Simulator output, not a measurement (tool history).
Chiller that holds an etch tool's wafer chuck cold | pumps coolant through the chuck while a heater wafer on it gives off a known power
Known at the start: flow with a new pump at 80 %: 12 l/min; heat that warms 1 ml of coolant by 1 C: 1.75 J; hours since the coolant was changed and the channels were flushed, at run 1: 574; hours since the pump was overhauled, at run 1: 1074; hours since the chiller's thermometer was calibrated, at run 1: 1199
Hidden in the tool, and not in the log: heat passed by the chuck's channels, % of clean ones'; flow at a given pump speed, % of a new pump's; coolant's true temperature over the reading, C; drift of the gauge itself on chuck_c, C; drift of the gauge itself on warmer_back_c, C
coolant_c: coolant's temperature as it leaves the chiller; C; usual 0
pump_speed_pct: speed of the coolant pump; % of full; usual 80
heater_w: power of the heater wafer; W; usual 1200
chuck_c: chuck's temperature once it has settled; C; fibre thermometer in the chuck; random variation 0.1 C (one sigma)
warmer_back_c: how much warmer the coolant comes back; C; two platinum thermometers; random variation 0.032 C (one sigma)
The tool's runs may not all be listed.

| run | hour | coolant_c | pump_speed_pct | heater_w | hours since the coolant was changed and the channels were flushed | hours since the pump was overhauled | hours since the chiller's thermometer was calibrated | chuck_c | warmer_back_c |
|---|---|---|---|---|---|---|---|---|---|
| 1 | 0.0 | 0 | 80 | 1200 | 574 | 1074 | 1199 | 10.4 | 3.54 |
| 2 | 29.3 | 0 | 80 | 714 | 603 | 1103 | 1228 | 6.3 | 2.08 |
| 3 | 54.4 | 0 | 80 | 1594 | 628 | 1128 | 1253 | 13.9 | 4.63 |
| 4 | 77.0 | 10 | 80 | 1594 | 651 | 1151 | 1276 | 23.7 | 4.67 |
| 5 | 96.3 | 10 | 80 | 1594 | 670 | 1170 | 1295 | 23.7 | 4.76 |
| 6 | 112.8 | 10 | 80 | 1594 | 687 | 1187 | 1312 | 24.0 | 4.70 |
| 7 | 127.1 | 10 | 80 | 1594 | 701 | 1201 | 1326 | 23.9 | 4.67 |
| 8 | 143.1 | 6 | 80 | 1594 | 717 | 1217 | 1342 | 19.8 | 4.67 |
| 9 | 164.7 | 6 | 80 | 1594 | 739 | 1239 | 1364 | 19.7 | 4.74 |
| 10 | 184.0 | 6 | 80 | 1594 | 758 | 1258 | 1383 | 20.0 | 4.75 |
| 11 | 199.6 | 6 | 80 | 1594 | 774 | 1274 | 1399 | 19.9 | 4.72 |
| 12 | 217.4 | 6 | 80 | 1594 | 791 | 1291 | 1416 | 19.8 | 4.72 |
| 13 | 246.9 | 6 | 80 | 1594 | 821 | 1321 | 1446 | 20.0 | 4.70 |
| 14 | 267.6 | -3 | 79 | 1084 | 842 | 1342 | 1467 | 6.8 | 3.25 |
| 15 | 290.0 | 0 | 72 | 996 | 864 | 1364 | 1489 | 9.3 | 3.32 |
| 16 | 313.5 | 5 | 60 | 1402 | 887 | 1387 | 1512 | 19.6 | 5.55 |

Forecast run 17:
| 17 | 340.0 | 5 | 60 | 1402 | 914 | 1414 | 1539 | ? | ? |

Run 17 gave chuck_c 19.4 C, warmer_back_c 5.56 C.
Without the tool's hidden state the same run would have given chuck_c 18.2 C, warmer_back_c 5.37 C.

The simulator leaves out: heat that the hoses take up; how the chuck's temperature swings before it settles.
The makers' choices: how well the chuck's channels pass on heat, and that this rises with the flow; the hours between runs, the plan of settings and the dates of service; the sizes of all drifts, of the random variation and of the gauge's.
